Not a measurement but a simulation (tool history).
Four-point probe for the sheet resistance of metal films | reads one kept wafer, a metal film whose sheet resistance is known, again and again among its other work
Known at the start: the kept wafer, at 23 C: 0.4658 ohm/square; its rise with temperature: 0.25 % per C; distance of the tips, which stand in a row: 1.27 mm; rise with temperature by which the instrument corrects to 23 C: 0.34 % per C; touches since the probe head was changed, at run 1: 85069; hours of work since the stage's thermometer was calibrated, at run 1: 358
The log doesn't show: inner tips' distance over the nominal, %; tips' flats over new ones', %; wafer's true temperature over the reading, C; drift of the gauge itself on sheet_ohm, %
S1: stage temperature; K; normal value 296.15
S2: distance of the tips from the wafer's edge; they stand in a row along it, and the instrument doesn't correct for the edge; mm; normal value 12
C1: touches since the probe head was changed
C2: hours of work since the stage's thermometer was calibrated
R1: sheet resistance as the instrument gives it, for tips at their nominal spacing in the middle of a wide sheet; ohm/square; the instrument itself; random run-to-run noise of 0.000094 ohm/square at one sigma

Run 1, hour 0: usual settings; C1 85069; C2 358. Result: R1 0.468462 ohm/square.
Run 2, hour 18.6: usual settings but S2 9 mm; C1 85677; C2 366. Result: R1 0.470542 ohm/square.
Run 3, hour 36.3: usual settings but S2 7 mm; C1 86255; C2 374. Result: R1 0.473824 ohm/square.
Run 4, hour 55.7: usual settings but S2 3 mm; C1 86888; C2 382. Result: R1 0.506369 ohm/square.
Run 5, hour 68.1: usual settings but S2 3 mm; C1 87293; C2 387. Result: R1 0.50635 ohm/square.
Run 6, hour 83.4: usual settings; C1 87792; C2 394. Result: R1 0.468434 ohm/square.
Run 7, hour 101.8: usual settings; C1 88395; C2 402. Result: R1 0.468421 ohm/square.
Run 8, hour 122.2: usual settings; C1 89060; C2 410. Result: R1 0.468595 ohm/square.
Run 9, hour 143: usual settings; C1 89740; C2 419. Result: R1 0.468506 ohm/square.
Run 10, hour 154.9: usual settings; C1 90130; C2 424. Result: R1 0.468563 ohm/square.
Run 11, hour 169.7: usual settings; C1 90615; C2 431. Result: R1 0.468484 ohm/square.
Run 12, hour 181.8: usual settings but S1 294.15 K, S2 13 mm; C1 91008; C2 436. Result: R1 0.469066 ohm/square.
Run 13, hour 194: usual settings but S2 22 mm; C1 91406; C2 441. Result: R1 0.466582 ohm/square.
Run 14, hour 208.7: usual settings but S2 22 mm; C1 91887; C2 447. Result: R1 0.466486 ohm/square.
Run 15, hour 230.7: usual settings but S2 36 mm; C1 92606; C2 457. Result: R1 0.466099 ohm/square.
Run 16, hour 246.2: usual settings but S1 303.15 K, S2 4 mm; C1 93111; C2 463. Result: R1 0.486773 ohm/square.

Hidden state or all else? Some run-to-run changes of R1, split into what the settings, what came in and random variation would give without the hidden state, and what is left for the hidden state (with any gauge scatter that isn't in both results):
Run 3 -> 4: S2 7 -> 3. R1 +0.032545 ohm/square: hidden state -0.000006, all else +0.032551.
Run 5 -> 6: S2 3 -> 12. R1 -0.037916 ohm/square: hidden state +0.000006, all else -0.037922.
